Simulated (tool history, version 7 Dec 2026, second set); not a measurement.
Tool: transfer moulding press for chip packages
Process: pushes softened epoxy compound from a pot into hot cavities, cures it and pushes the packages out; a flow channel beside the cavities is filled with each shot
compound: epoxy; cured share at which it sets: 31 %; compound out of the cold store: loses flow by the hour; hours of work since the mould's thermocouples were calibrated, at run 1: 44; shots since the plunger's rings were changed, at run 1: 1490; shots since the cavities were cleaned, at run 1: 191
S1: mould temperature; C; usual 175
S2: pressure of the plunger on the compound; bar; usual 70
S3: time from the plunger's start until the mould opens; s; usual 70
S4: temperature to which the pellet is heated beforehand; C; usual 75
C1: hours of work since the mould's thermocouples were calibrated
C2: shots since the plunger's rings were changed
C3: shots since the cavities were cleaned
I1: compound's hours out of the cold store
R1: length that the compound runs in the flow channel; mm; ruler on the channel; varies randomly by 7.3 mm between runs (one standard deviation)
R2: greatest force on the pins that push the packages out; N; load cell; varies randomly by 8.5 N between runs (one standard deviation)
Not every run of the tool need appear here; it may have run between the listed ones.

{"run": 1, "hour": 0.0, "S1": 175, "S2": 70, "S3": 70, "S4": 75, "C1": 44, "C2": 1490, "C3": 191, "I1": 38.7, "R1": 734, "R2": 522}
{"hour": 38.1, "done": "cavities cleaned with cleaning compound and waxed"}
{"run": 2, "hour": 70.6, "S1": 175, "S2": 70, "S3": 71, "S4": 75, "C1": 77, "C2": 2395, "C3": 426, "I1": 33.8, "R1": 733, "R2": 876}
{"hour": 90.6, "done": "cavities cleaned with cleaning compound and waxed"}
{"run": 3, "hour": 129.0, "S1": 175, "S2": 70, "S3": 71, "S4": 75, "C1": 105, "C2": 3139, "C3": 503, "I1": 11.4, "R1": 812, "R2": 706}
{"hour": 141.7, "done": "cavities cleaned with cleaning compound and waxed"}
{"hour": 196.5, "done": "cavities cleaned with cleaning compound and waxed"}
{"run": 4, "hour": 196.5, "S1": 175, "S2": 70, "S3": 71, "S4": 75, "C1": 137, "C2": 3983, "C3": 0, "I1": 33.7, "R1": 731, "R2": 361}
{"hour": 250.6, "done": "cavities cleaned with cleaning compound and waxed"}
{"run": 5, "hour": 264.7, "S1": 175, "S2": 77.7, "S3": 71, "S4": 75, "C1": 169, "C2": 4857, "C3": 186, "I1": 18, "R1": 812, "R2": 546}
{"hour": 284.3, "done": "plunger's sealing rings changed"}
{"hour": 305.4, "done": "cavities cleaned with cleaning compound and waxed"}
{"run": 6, "hour": 319.7, "S1": 175, "S2": 70, "S3": 70, "S4": 82, "C1": 194, "C2": 444, "C3": 186, "I1": 36.4, "R1": 766, "R2": 503}
{"hour": 345.4, "done": "cavities cleaned with cleaning compound and waxed, once more"}
{"run": 7, "hour": 363.6, "S1": 175, "S2": 70, "S3": 70, "S4": 74, "C1": 215, "C2": 1000, "C3": 239, "I1": 25.6, "R1": 776, "R2": 550}
{"hour": 396.5, "done": "cavities cleaned with cleaning compound and waxed"}
{"run": 8, "hour": 414.0, "S1": 175, "S2": 70, "S3": 70, "S4": 75, "C1": 239, "C2": 1639, "C3": 229, "I1": 21, "R1": 806, "R2": 532}
{"hour": 447.9, "done": "cavities cleaned with cleaning compound and waxed"}
{"run": 9, "hour": 480.4, "S1": 181, "S2": 70, "S3": 70, "S4": 75, "C1": 271, "C2": 2489, "C3": 426, "I1": 13.9, "R1": 788, "R2": 509}
{"hour": 501.6, "done": "cavities cleaned with cleaning compound and waxed"}
{"run": 10, "hour": 523.3, "S1": 170, "S2": 56.2, "S3": 92, "S4": 82, "C1": 291, "C2": 3030, "C3": 283, "I1": 40.2, "R1": 641, "R2": 508}
{"hour": 556.2, "done": "cavities cleaned with cleaning compound and waxed"}
{"run": 11, "hour": 592.1, "S1": 170, "S2": 56.2, "S3": 92, "S4": 82, "C1": 324, "C2": 3911, "C3": 470, "I1": 27.5, "R1": 688, "R2": 587}
{"hour": 613.3, "done": "cavities cleaned with cleaning compound and waxed"}
{"run": 12, "hour": 632.4, "S1": 170, "S2": 56.2, "S3": 92, "S4": 82, "C1": 343, "C2": 4418, "C3": 249, "I1": 12.2, "R1": 725, "R2": 479}
{"hour": 665.2, "done": "cavities cleaned with cleaning compound and waxed"}
{"hour": 685.0, "done": "plunger's sealing rings changed"}
{"run": 13, "hour": 704.4, "S1": 174, "S2": 54.1, "S3": 82, "S4": 75, "C1": 376, "C2": 253, "C3": 480, "I1": 11.1, "R1": 745, "R2": 567}
{"hour": 718.6, "done": "cavities cleaned with cleaning compound and waxed"}
{"hour": 748.3, "done": "mould's thermocouples calibrated"}
{"hour": 777.3, "done": "cavities cleaned with cleaning compound and waxed"}
{"run": 14, "hour": 785.2, "S1": 174, "S2": 54.1, "S3": 82, "S4": 75, "C1": 17, "C2": 1246, "C3": 103, "I1": 21.7, "R1": 706, "R2": 406}
{"hour": 830.1, "done": "cavities cleaned with cleaning compound and waxed"}
{"run": 15, "hour": 853.9, "S1": 174, "S2": 54.1, "S3": 82, "S4": 75, "C1": 50, "C2": 2125, "C3": 312, "I1": 17.4, "R1": 712, "R2": 518}

Branching from run 15: 5 alternative next runs. What would each branch give?
{"hour": 884.4, "done": "cavities cleaned with cleaning compound and waxed"}
{"hour": 940.8, "done": "cavities cleaned with cleaning compound and waxed"}
{"run": "A", "hour": 948.6, "S1": 175, "S2": 55.4, "S3": 98, "S4": 77, "C1": 95, "C2": 3325, "C3": 102, "I1": 34.4, "R1": "?", "R2": "?"}
{"hour": 884.4, "done": "cavities cleaned with cleaning compound and waxed"}
{"hour": 940.8, "done": "cavities cleaned with cleaning compound and waxed"}
{"run": "B", "hour": 948.6, "S1": 174, "S2": 54.1, "S3": 82, "S4": 69, "C1": 95, "C2": 3325, "C3": 102, "I1": 30, "R1": "?", "R2": "?"}
{"hour": 884.4, "done": "cavities cleaned with cleaning compound and waxed"}
{"hour": 940.8, "done": "cavities cleaned with cleaning compound and waxed"}
{"run": "C", "hour": 948.6, "S1": 175, "S2": 70, "S3": 105, "S4": 73, "C1": 95, "C2": 3325, "C3": 102, "I1": 19.2, "R1": "?", "R2": "?"}
{"hour": 884.4, "done": "cavities cleaned with cleaning compound and waxed"}
{"hour": 940.8, "done": "cavities cleaned with cleaning compound and waxed"}
{"run": "D", "hour": 948.6, "S1": 180, "S2": 78.1, "S3": 82, "S4": 75, "C1": 95, "C2": 3325, "C3": 102, "I1": 8.2, "R1": "?", "R2": "?"}
{"hour": 884.4, "done": "cavities cleaned with cleaning compound and waxed"}
{"hour": 940.8, "done": "cavities cleaned with cleaning compound and waxed"}
{"run": "E", "hour": 948.6, "S1": 175, "S2": 82.1, "S3": 70, "S4": 78, "C1": 95, "C2": 3325, "C3": 102, "I1": 26.9, "R1": "?", "R2": "?"}

run=A R1=648 R2=353
run=B R1=656 R2=389
run=C R1=775 R2=347
run=D R1=836 R2=339
run=E R1=819 R2=460
Without the tool's hidden state the same runs would have given:
run=A R1=685 R2=282
run=B R1=693 R2=313
run=C R1=820 R2=277
run=D R1=884 R2=270
run=E R1=866 R2=372
